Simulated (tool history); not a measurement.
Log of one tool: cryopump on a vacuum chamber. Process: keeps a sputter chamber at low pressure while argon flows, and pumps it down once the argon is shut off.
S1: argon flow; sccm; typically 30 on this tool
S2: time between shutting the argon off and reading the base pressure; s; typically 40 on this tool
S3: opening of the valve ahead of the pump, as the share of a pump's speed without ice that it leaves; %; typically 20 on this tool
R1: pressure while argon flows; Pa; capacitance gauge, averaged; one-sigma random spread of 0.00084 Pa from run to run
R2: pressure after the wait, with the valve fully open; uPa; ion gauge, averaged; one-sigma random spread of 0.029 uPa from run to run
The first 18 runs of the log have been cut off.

run 19 day=16.146 | S1=33 S2=81 S3=23 | R1=0.1698 R2=1.73
run 20 day=17.188 | S1=33 S2=81 S3=23 | R1=0.1694 R2=1.79
run 21 day=17.675 | S1=33 S2=81 S3=23 | R1=0.1711 R2=1.79
run 22 day=18.838 | S1=33 S2=81 S3=23 | R1=0.1693 R2=1.77
run 23 day=19.921 | S1=58 S2=168 S3=17 | R1=0.3951 R2=1.47
run 24 day=20.462 | S1=30 S2=40 S3=46 | R1=0.081 R2=2.43
run 25 day=21.404 | S1=30 S2=40 S3=15 | R1=0.2321 R2=2.53
run 26 day=22.367 | S1=44 S2=31 S3=16 | R1=0.322 R2=2.85
run 27 day=23.354 | S1=29 S2=40 S3=17 | R1=0.1998 R2=2.54
run 28 day=23.879 | S1=29 S2=80 S3=41 | R1=0.0868 R2=1.94
run 29 day=25.05 | S1=29 S2=80 S3=41 | R1=0.0871 R2=2
run 30 day=25.738 | S1=29 S2=80 S3=41 | R1=0.088 R2=1.97
run 31 day=26.671 | S1=17 S2=280 S3=27 | R1=0.0755 R2=1.56
run 32 day=27.258 | S1=30 S2=155 S3=59 | R1=0.0654 R2=1.71
run 33 day=27.8 | S1=27 S2=21 S3=20 | R1=0.1592 R2=3.74

Below are 5 alternative next runs, each starting from the tool's condition after run 33. Predict each:
run A day=28.446 | S1=30 S2=39 S3=17 | R1=? R2=?
run B day=28.446 | S1=27 S2=35 S3=23 | R1=? R2=?
run C day=28.446 | S1=41 S2=172 S3=20 | R1=? R2=?
run D day=28.446 | S1=30 S2=40 S3=20 | R1=? R2=?
run E day=28.446 | S1=21 S2=40 S3=20 | R1=? R2=?

run=A R1=0.2075 R2=2.71
run=B R1=0.1416 R2=2.81
run=C R1=0.2406 R2=1.74
run=D R1=0.1776 R2=2.62
run=E R1=0.1243 R2=2.66
Take away the tool's hidden state, keep each run's random variation, and the runs would have read:
run=A R1=0.1994 R2=1.48
run=B R1=0.1343 R2=1.6
run=C R1=0.2296 R2=0.5
run=D R1=0.1695 R2=1.41
run=E R1=0.1186 R2=1.44
